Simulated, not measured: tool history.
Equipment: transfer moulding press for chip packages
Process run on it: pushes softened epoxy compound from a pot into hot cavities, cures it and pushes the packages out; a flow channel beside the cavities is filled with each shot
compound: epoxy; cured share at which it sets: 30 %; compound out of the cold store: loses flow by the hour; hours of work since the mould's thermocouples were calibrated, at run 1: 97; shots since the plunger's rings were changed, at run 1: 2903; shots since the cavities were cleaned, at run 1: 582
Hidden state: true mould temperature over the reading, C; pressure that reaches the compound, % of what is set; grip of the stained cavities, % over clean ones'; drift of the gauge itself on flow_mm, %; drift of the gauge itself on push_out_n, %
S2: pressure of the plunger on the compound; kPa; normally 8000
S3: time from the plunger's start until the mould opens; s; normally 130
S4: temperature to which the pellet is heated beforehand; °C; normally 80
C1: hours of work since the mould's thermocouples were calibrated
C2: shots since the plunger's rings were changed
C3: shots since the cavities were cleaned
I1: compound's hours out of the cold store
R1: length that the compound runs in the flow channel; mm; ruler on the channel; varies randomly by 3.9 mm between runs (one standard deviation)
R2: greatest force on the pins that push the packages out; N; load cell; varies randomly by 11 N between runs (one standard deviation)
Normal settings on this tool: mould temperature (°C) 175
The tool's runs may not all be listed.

run 1 hour=0 | mould_temperature_(°C)=175 S2=8000 S3=130 S4=80 | C1=97 C2=2903 C3=582 | I1=11.4 | R1=1055 R2=538
-- hour=14.8 cavities cleaned with cleaning compound and waxed
run 2 hour=31.3 | mould_temperature_(°C)=179 S2=8000 S3=130 S4=80 | C1=120 C2=3221 C3=177 | I1=23.9 | R1=971 R2=416
run 3 hour=45.6 | mould_temperature_(°C)=179 S2=8000 S3=130 S4=80 | C1=131 C2=3372 C3=328 | I1=11.5 | R1=1018 R2=418
run 4 hour=58.6 | mould_temperature_(°C)=179 S2=8000 S3=148 S4=80 | C1=142 C2=3510 C3=466 | I1=39.5 | R1=904 R2=383
-- hour=85.1 cavities cleaned with cleaning compound and waxed
run 5 hour=86.3 | mould_temperature_(°C)=179 S2=8000 S3=148 S4=80 | C1=162 C2=3789 C3=12 | I1=23.5 | R1=971 R2=369
run 6 hour=104 | mould_temperature_(°C)=175 S2=8000 S3=130 S4=80 | C1=176 C2=3977 C3=200 | I1=45.6 | R1=903 R2=483
run 7 hour=131.8 | mould_temperature_(°C)=175 S2=8000 S3=130 S4=80 | C1=198 C2=4273 C3=496 | I1=14.2 | R1=1035 R2=526
-- hour=155.6 cavities cleaned with cleaning compound and waxed
run 8 hour=161.5 | mould_temperature_(°C)=175 S2=8000 S3=130 S4=80 | C1=221 C2=4573 C3=63 | I1=28 | R1=978 R2=516
run 9 hour=182.5 | mould_temperature_(°C)=170 S2=8000 S3=130 S4=80 | C1=237 C2=4797 C3=287 | I1=43.3 | R1=944 R2=696
run 10 hour=205.5 | mould_temperature_(°C)=175 S2=8000 S3=130 S4=80 | C1=256 C2=5041 C3=531 | I1=36.7 | R1=933 R2=519
-- hour=225.1 cavities cleaned with cleaning compound and waxed
run 11 hour=232.5 | mould_temperature_(°C)=175 S2=8000 S3=130 S4=80 | C1=276 C2=5312 C3=78 | I1=14.9 | R1=1035 R2=520
run 12 hour=251.4 | mould_temperature_(°C)=178 S2=8000 S3=130 S4=80 | C1=291 C2=5514 C3=280 | I1=22.6 | R1=984 R2=442
run 13 hour=270.3 | mould_temperature_(°C)=175 S2=8000 S3=130 S4=80 | C1=306 C2=5715 C3=481 | I1=10.2 | R1=1059 R2=540
-- hour=278.7 mould's thermocouples calibrated
run 14 hour=288.3 | mould_temperature_(°C)=170 S2=8000 S3=130 S4=80 | C1=8 C2=5885 C3=651 | I1=25.4 | R1=1025 R2=790
-- hour=298.5 cavities cleaned with cleaning compound and waxed
run 15 hour=319 | mould_temperature_(°C)=179 S2=6110 S3=136 S4=75 | C1=31 C2=6195 C3=218 | I1=45.6 | R1=772 R2=406
run 16 hour=343.8 | mould_temperature_(°C)=179 S2=6110 S3=136 S4=75 | C1=50 C2=6459 C3=482 | I1=27 | R1=832 R2=401
run 17 hour=360.8 | mould_temperature_(°C)=179 S2=6110 S3=136 S4=75 | C1=64 C2=6640 C3=663 | I1=11.4 | R1=892 R2=410
-- hour=367.3 cavities cleaned with cleaning compound and waxed
-- hour=373.7 plunger's sealing rings changed
run 18 hour=387.5 | mould_temperature_(°C)=181 S2=6110 S3=120 S4=75 | C1=82 C2=146 C3=188 | I1=14.6 | R1=868 R2=443
run 19 hour=407.5 | mould_temperature_(°C)=175 S2=7900 S3=120 S4=75 | C1=98 C2=359 C3=401 | I1=10.8 | R1=1048 R2=661
run 20 hour=426 | mould_temperature_(°C)=175 S2=8000 S3=123 S4=83 | C1=112 C2=556 C3=598 | I1=17 | R1=1022 R2=572
-- hour=439.1 cavities cleaned with cleaning compound and waxed
run 21 hour=442.6 | mould_temperature_(°C)=175 S2=8000 S3=123 S4=83 | C1=124 C2=716 C3=37 | I1=42.1 | R1=920 R2=536
run 22 hour=458.8 | mould_temperature_(°C)=177 S2=8000 S3=149 S4=88 | C1=137 C2=889 C3=210 | I1=19.3 | R1=1000 R2=402
run 23 hour=476.4 | mould_temperature_(°C)=175 S2=6010 S3=143 S4=80 | C1=151 C2=1076 C3=397 | I1=32.8 | R1=827 R2=431
run 24 hour=495.9 | mould_temperature_(°C)=175 S2=7560 S3=143 S4=79 | C1=166 C2=1283 C3=604 | I1=24.8 | R1=966 R2=450
-- hour=508.4 cavities cleaned with cleaning compound and waxed
run 25 hour=517.3 | mould_temperature_(°C)=175 S2=6630 S3=130 S4=80 | C1=182 C2=1495 C3=95 | I1=46.8 | R1=814 R2=481
run 26 hour=540.4 | mould_temperature_(°C)=168 S2=6350 S3=143 S4=81 | C1=200 C2=1740 C3=340 | I1=9.7 | R1=995 R2=795
run 27 hour=555.4 | mould_temperature_(°C)=181 S2=6350 S3=143 S4=76 | C1=212 C2=1900 C3=500 | I1=16 | R1=882 R2=374
-- hour=579.1 cavities cleaned with cleaning compound and waxed
run 28 hour=579.5 | mould_temperature_(°C)=168 S2=6350 S3=143 S4=76 | C1=230 C2=2140 C3=3 | I1=44.2 | R1=857 R2=672

Here are 3 independent what-if runs from the current tool condition. What would each one return?
run A hour=605.9 | mould_temperature_(°C)=181 S2=9230 S3=126 S4=80 | C1=251 C2=2421 C3=284 | I1=40.2 | R1=? R2=?
run B hour=605.9 | mould_temperature_(°C)=175 S2=8000 S3=130 S4=84 | C1=251 C2=2421 C3=284 | I1=16.8 | R1=? R2=?
run C hour=605.9 | mould_temperature_(°C)=175 S2=8000 S3=115 S4=78 | C1=251 C2=2421 C3=284 | I1=12.2 | R1=? R2=?

run=A R1=963 R2=402
run=B R1=1029 R2=531
run=C R1=1044 R2=687
Stripped of hidden state, with their random variation kept, the same runs would have yielded:
run=A R1=963 R2=400
run=B R1=1030 R2=528
run=C R1=1044 R2=684

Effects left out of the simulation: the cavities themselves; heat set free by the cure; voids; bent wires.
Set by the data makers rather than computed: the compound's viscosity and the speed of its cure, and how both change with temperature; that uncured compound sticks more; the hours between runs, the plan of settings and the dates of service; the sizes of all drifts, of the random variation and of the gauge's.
